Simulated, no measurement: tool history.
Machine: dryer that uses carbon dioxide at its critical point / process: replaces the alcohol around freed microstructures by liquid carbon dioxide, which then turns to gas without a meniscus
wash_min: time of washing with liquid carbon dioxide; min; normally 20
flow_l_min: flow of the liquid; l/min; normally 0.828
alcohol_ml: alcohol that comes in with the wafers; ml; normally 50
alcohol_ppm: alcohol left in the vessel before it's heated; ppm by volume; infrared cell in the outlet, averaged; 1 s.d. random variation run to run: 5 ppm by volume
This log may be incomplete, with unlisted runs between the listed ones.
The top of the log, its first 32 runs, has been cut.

| run | hour | wash_min | flow_l_min | alcohol_ml | alcohol_ppm |
|---|---|---|---|---|---|
| 33 | 1719.1 | 19 | 0.657 | 51 | 281 |
| 34 | 1756.1 | 19 | 0.657 | 51 | 304 |
| 35 | 1786.4 | 17 | 0.567 | 51 | 805 |
| 36 | 1825.2 | 12 | 0.749 | 68 | 1369 |
| 37 | 1878.0 | 12 | 0.749 | 68 | 1463 |
| 38 | 1937.8 | 20 | 0.556 | 50 | 535 |
| 39 | 2009.7 | 25 | 0.762 | 50 | 79 |
| 40 | 2059.5 | 16 | 0.920 | 45 | 196 |
| 41 | 2112.5 | 30 | 0.910 | 33 | 43 |
|  | 2156.4 | inlet filter changed |
| 42 | 2160.3 | 29 | 0.765 | 33 | 42 |
| 43 | 2223.6 | 29 | 1.093 | 49 | 56 |
| 44 | 2264.4 | 29 | 1.093 | 49 | 47 |
| 45 | 2323.1 | 20 | 0.875 | 43 | 75 |
| 46 | 2393.4 | 17 | 0.498 | 81 | 1657 |

Predict each of these 4 candidate next runs independently; none follows another, all start after run 46:
| A | 2467.1 | 15 | 0.498 | 62 | ? |
| B | 2467.1 | 13 | 0.590 | 65 | ? |
| C | 2467.1 | 18 | 0.498 | 49 | ? |
| D | 2467.1 | 17 | 0.498 | 61 | ? |

| run | alcohol_ppm |
|---|---|
| A | 1900 |
| B | 1865 |
| C | 886 |
| D | 1346 |
With the hidden condition removed and each run's random variation left untouched, the same runs would have given:
| run | alcohol_ppm |
|---|---|
| A | 1505 |
| B | 1472 |
| C | 655 |
| D | 1027 |
